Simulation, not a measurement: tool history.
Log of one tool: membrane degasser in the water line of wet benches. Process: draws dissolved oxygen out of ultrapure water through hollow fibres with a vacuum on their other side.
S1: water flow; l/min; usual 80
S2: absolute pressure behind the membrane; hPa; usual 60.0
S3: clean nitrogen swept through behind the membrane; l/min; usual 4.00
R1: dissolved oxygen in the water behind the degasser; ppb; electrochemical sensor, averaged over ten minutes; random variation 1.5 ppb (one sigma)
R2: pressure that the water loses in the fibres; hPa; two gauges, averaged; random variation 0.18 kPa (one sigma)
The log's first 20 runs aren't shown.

run,hour,S1,S2,S3,R1,R2
21,1094.4,80,54.3,6.08,97.0,351.5
22,1152.7,59,54.3,3.58,89.9,257.5
23,1189.4,80,60.0,5.83,115.1,353.9
24,1249.3,80,60.0,5.83,117.1,351.6
25,1320.8,80,60.0,5.83,116.8,354.5
26,1366.7,80,60.0,5.58,118.8,355.8
27,1417.0,112,60.0,1.74,418.2,497.4
28,1489.3,96,57.9,7.60,135.7,429.5
29,1544.5,96,57.9,7.60,137.9,428.1
30,1583.8,96,57.9,7.60,137.1,427.6
31,1633.1,91,64.2,4.07,204.5,408.4
32,1673.1,100,84.0,4.01,344.0,450.5

Forecast each of these 3 alternatives for the next run:
A,1716.7,80,98.8,2.40,?,?
B,1716.7,72,76.6,10.75,?,?
C,1716.7,77,95.3,4.00,?,?

run,R1,R2
A,473.8,358.1
B,90.0,322.6
C,285.9,347.7
Without the tool's hidden state the same runs would have given:
run,R1,R2
A,473.7,347.6
B,89.9,313.2
C,285.8,337.6
